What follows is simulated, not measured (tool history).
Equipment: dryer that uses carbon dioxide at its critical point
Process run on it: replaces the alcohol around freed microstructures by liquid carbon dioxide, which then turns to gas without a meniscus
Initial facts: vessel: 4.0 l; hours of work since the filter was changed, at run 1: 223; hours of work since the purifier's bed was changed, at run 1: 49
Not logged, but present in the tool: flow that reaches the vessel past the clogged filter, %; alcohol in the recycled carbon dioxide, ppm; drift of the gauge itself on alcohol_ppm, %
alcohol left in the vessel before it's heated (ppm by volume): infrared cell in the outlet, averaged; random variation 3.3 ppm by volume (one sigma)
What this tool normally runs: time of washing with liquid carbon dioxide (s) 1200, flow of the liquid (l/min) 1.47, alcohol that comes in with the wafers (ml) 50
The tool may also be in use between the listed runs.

| run | hour | time of washing with liquid carbon dioxide (s) | flow of the liquid (l/min) | alcohol that comes in with the wafers (ml) | hours of work since the filter was changed | hours of work since the purifier's bed was changed | alcohol left in the vessel before it's heated (ppm by volume) |
|---|---|---|---|---|---|---|---|
| 1 | 0.0 | 1200 | 1.47 | 50 | 223 | 49 | 26 |
| 2 | 8.5 | 1200 | 1.47 | 50 | 227 | 53 | 19 |
| 3 | 15.2 | 1200 | 1.47 | 50 | 231 | 57 | 20 |
| 4 | 20.1 | 1200 | 1.47 | 50 | 234 | 59 | 28 |
| 5 | 26.6 | 1200 | 1.47 | 50 | 237 | 63 | 19 |
| 6 | 31.7 | 1200 | 1.47 | 50 | 240 | 66 | 30 |
| 7 | 37.0 | 1200 | 1.07 | 50 | 243 | 69 | 121 |
| 8 | 45.9 | 1200 | 1.07 | 50 | 248 | 73 | 123 |
| 9 | 50.9 | 1200 | 1.07 | 50 | 250 | 76 | 120 |
| 10 | 56.9 | 1680 | 1.47 | 50 | 254 | 79 | 11 |
| 11 | 64.2 | 1200 | 2.14 | 50 | 258 | 83 | 17 |
| 12 | 71.5 | 1200 | 2.14 | 50 | 261 | 87 | 13 |
| 13 | 75.7 | 1200 | 1.47 | 50 | 264 | 89 | 31 |
| 14 | 81.2 | 1200 | 1.47 | 50 | 267 | 92 | 28 |
| 15 | 85.2 | 1200 | 0.96 | 50 | 269 | 95 | 195 |
| 16 | 94.2 | 1200 | 0.96 | 50 | 274 | 99 | 204 |
| 17 | 98.9 | 1200 | 0.96 | 50 | 276 | 102 | 196 |
| 18 | 103.7 | 1200 | 0.96 | 50 | 279 | 105 | 201 |
| 19 | 110.3 | 1200 | 0.96 | 50 | 282 | 108 | 212 |
| 20 | 115.1 | 1200 | 0.96 | 50 | 285 | 111 | 207 |
| 21 | 121.5 | 1200 | 0.96 | 50 | 288 | 114 | 205 |
| 22 | 128.6 | 1200 | 1.47 | 50 | 292 | 118 | 30 |
| 23 | 137.1 | 1200 | 1.47 | 50 | 297 | 123 | 29 |
| 24 | 141.6 | 1200 | 1.47 | 50 | 299 | 125 | 27 |
| 25 | 149.1 | 1440 | 2.45 | 41 | 303 | 129 | 11 |
| 26 | 155.6 | 1080 | 1.17 | 54 | 307 | 133 | 145 |
| 27 | 160.0 | 1080 | 1.17 | 97 | 309 | 135 | 263 |
| 28 | 166.0 | 1320 | 1.38 | 25 | 313 | 138 | 29 |
| 29 | 174.1 | 780 | 1.65 | 52 | 317 | 143 | 130 |
| 30 | 180.6 | 960 | 1.97 | 52 | 320 | 146 | 25 |

Predict the results of run 31:
| 31 | 189.7 | 1080 | 1.10 | 40 | 325 | 151 | ? |

{"run 31": {"alcohol left in the vessel before it's heated (ppm by volume)": 152}}
Had the tool carried no hidden state, the very same run would have given alcohol left in the vessel before it's heated (ppm by volume) 84.

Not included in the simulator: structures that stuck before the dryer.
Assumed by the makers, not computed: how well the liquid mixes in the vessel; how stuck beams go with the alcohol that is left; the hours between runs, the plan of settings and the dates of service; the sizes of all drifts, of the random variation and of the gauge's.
